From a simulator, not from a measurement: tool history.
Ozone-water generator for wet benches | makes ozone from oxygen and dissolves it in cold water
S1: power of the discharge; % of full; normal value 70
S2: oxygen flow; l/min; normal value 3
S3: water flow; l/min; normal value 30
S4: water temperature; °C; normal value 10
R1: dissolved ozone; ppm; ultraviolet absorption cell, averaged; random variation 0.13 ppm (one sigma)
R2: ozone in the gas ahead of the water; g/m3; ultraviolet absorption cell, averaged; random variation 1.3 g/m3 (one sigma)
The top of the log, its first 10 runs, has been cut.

run    hour  S1    S2  S3  S4    R1     R2
 11    1106  70     3  21  10  19.1    233
 12  1223.9  70     3  30  10  12.9  231.9
 13  1318.8  70     3  30  10  12.9  232.6
 14  1394.9  70     3  30  10  12.7  234.7
 15    1498  70     3  30  10  12.7  232.7
 16  1569.9  70     3  30  10  12.9    235
 17  1665.2  71   4.3  18  10  24.5  207.7
 18  1786.7  71   4.3  18  10  24.8  206.5
 19  1923.1  65  3.61  24  10  16.6  203.4
 20  2044.8  65  3.22  24  10    16  214.5
 21  2180.8  65  3.22  24  10  16.2  215.1
 22  2280.3  43  4.39  42   7   6.5  129.3
 23  2361.9  78  4.39  33   7  15.1    222
 24  2424.5  78  4.39  33   7  15.1  224.1
     2497.4  -- water thermometer calibrated
 25  2502.4  70  3.65  30   9    14  218.1
 26  2561.4  63  3.28  30   9  12.2  206.4
 27  2634.3  63  2.54  30  14  10.7  231.4
 28  2736.8  63  2.54  30  14  10.6    229
 29    2874  55     3  39  10   7.8  190.6
 30  2956.6  79   1.6  30   7  11.1  344.6
 31  3087.5  76  3.71  42  14   9.9  231.8
 32  3178.3  53     3  30  10    10  185.3

Here are 4 independent what-if runs from the current tool condition. What would each one return?
  A  3297.3  47  3.46  39  10   ?   ?
  B  3297.3  53     3  29  10   ?   ?
  C  3297.3  53     3  18  10   ?   ?
  D  3297.3  78     3  31  10   ?   ?

run    R1     R2
  A     7  156.5
  B  10.5  184.7
  C  17.2  183.5
  D  13.8    262
Without the tool's hidden state the same runs would have given:
run    R1     R2
  A     7  152.8
  B  10.5  180.4
  C  17.2  179.1
  D  13.8  255.8

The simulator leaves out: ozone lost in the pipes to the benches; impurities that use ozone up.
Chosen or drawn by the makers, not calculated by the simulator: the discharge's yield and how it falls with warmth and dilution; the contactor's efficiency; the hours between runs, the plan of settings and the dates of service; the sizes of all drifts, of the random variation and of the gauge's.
